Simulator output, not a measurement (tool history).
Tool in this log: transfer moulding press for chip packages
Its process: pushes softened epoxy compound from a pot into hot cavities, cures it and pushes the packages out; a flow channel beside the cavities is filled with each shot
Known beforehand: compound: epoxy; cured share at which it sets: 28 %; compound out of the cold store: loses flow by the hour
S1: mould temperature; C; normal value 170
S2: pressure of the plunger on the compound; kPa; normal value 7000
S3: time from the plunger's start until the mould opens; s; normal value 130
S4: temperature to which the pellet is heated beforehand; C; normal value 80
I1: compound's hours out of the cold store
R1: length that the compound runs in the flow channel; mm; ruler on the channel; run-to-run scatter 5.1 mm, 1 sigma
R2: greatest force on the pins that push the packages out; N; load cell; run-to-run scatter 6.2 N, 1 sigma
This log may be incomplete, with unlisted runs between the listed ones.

| run | hour | S1 | S2 | S3 | S4 | I1 | R1 | R2 |
|---|---|---|---|---|---|---|---|---|
| 1 | 0.0 | 170 | 7000 | 130 | 80 | 33.9 | 595 | 289 |
| 2 | 14.8 | 170 | 7000 | 130 | 85 | 37.6 | 590 | 306 |
| 3 | 27.8 | 170 | 5880 | 130 | 80 | 39.3 | 536 | 352 |
| 4 | 45.8 | 170 | 5880 | 130 | 80 | 25.9 | 581 | 384 |
| 5 | 68.1 | 170 | 5880 | 130 | 80 | 22.8 | 583 | 413 |
|  | 92.4 | cavities cleaned with cleaning compound and waxed |
| 6 | 98.2 | 170 | 7000 | 130 | 80 | 40.2 | 578 | 520 |
| 7 | 122.5 | 170 | 7000 | 130 | 80 | 43.7 | 561 | 568 |
| 8 | 152.9 | 170 | 7000 | 130 | 80 | 18.1 | 637 | 573 |
| 9 | 167.7 | 170 | 7000 | 130 | 86 | 20.4 | 641 | 567 |
| 10 | 192.1 | 170 | 7000 | 130 | 86 | 41.3 | 564 | 541 |
|  | 198.9 | cavities cleaned with cleaning compound and waxed |
| 11 | 208.0 | 170 | 7000 | 130 | 87 | 27.0 | 616 | 287 |
| 12 | 220.5 | 170 | 7000 | 130 | 87 | 23.8 | 622 | 324 |
| 13 | 236.7 | 170 | 7000 | 130 | 87 | 11.4 | 666 | 381 |
|  | 258.8 | cavities cleaned with cleaning compound and waxed, once more |
| 14 | 268.3 | 170 | 7000 | 130 | 87 | 45.3 | 543 | 265 |
| 15 | 294.0 | 165 | 7430 | 151 | 80 | 20.5 | 662 | 389 |
| 16 | 307.6 | 165 | 7430 | 151 | 80 | 19.3 | 675 | 397 |
| 17 | 322.8 | 170 | 7150 | 130 | 80 | 20.0 | 632 | 425 |
| 18 | 340.8 | 170 | 7180 | 130 | 86 | 18.5 | 629 | 427 |
| 19 | 354.0 | 170 | 7000 | 115 | 70 | 43.5 | 550 | 562 |
|  | 366.6 | cavities cleaned with cleaning compound and waxed |
| 20 | 369.1 | 165 | 7000 | 130 | 77 | 23.4 | 637 | 428 |
| 21 | 397.8 | 165 | 6850 | 156 | 77 | 29.2 | 597 | 350 |
| 22 | 415.0 | 165 | 6850 | 156 | 77 | 18.0 | 631 | 391 |
| 23 | 437.4 | 165 | 6850 | 156 | 77 | 12.2 | 660 | 466 |
| 24 | 454.3 | 170 | 7100 | 127 | 80 | 20.8 | 610 | 455 |
|  | 473.7 | cavities cleaned with cleaning compound and waxed |
| 25 | 480.0 | 175 | 7100 | 127 | 85 | 41.0 | 539 | 211 |
| 26 | 508.9 | 175 | 5300 | 127 | 82 | 31.3 | 485 | 270 |
| 27 | 531.2 | 175 | 5300 | 127 | 82 | 35.1 | 486 | 303 |

Predict each of these 4 candidate next runs independently; none follows another, all start after run 27:
| A | 550.5 | 175 | 5730 | 115 | 81 | 21.7 | ? | ? |
| B | 550.5 | 170 | 7090 | 130 | 80 | 20.6 | ? | ? |
| C | 550.5 | 175 | 5300 | 155 | 82 | 24.8 | ? | ? |
| D | 550.5 | 170 | 7000 | 133 | 77 | 19.9 | ? | ? |

| run | R1 | R2 |
|---|---|---|
| A | 532 | 384 |
| B | 602 | 440 |
| C | 509 | 278 |
| D | 609 | 406 |
Take away the tool's hidden state, keep each run's random variation, and the runs would have read:
| run | R1 | R2 |
|---|---|---|
| A | 577 | 222 |
| B | 653 | 252 |
| C | 551 | 173 |
| D | 660 | 235 |
